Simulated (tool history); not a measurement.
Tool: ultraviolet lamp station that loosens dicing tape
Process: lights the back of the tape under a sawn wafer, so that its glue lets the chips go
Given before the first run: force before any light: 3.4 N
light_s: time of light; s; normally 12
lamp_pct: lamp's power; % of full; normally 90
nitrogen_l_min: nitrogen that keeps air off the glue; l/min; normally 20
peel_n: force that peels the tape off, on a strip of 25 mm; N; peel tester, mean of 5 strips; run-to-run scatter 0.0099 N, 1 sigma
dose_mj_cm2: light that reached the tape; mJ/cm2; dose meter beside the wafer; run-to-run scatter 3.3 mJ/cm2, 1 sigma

run,hour,light_s,lamp_pct,nitrogen_l_min,peel_n,dose_mj_cm2
1,0,12,90,20,0.414,530
2,19.9,14,90,20,0.341,613
3,57.5,14,90,20,0.357,613
4,97.8,14,90,20,0.343,614
# hour 122.8: window cleaned of glue's vapour
5,135.1,14,90,20,0.353,612
6,154.4,14,90,20,0.363,614
7,176.4,14,90,20,0.355,617
8,214.3,12,90,20,0.42,527
9,247.2,12,90,20,0.435,527
10,271.9,12,90,20,0.428,525
11,295.6,12,90,20,0.424,525
12,338.8,12,90,20,0.414,527
13,362.6,7,90,20,0.87,307
14,382.3,7,90,10,1.149,303
15,424.7,7,90,10,1.17,309
16,456.2,7,90,10,1.09,305
17,497.3,7,90,10,1.175,299
18,542.1,17,71,10,0.534,591
19,584.4,12,64,17,0.726,376

Predict the results of run 20:
20,625.6,12,64,17,?,?

Logged for run 20: peel_n 0.73 N, dose_mj_cm2 371 mJ/cm2.
Had the tool carried no hidden state, the very same run would have given peel_n 0.727 N, dose_mj_cm2 373 mJ/cm2.

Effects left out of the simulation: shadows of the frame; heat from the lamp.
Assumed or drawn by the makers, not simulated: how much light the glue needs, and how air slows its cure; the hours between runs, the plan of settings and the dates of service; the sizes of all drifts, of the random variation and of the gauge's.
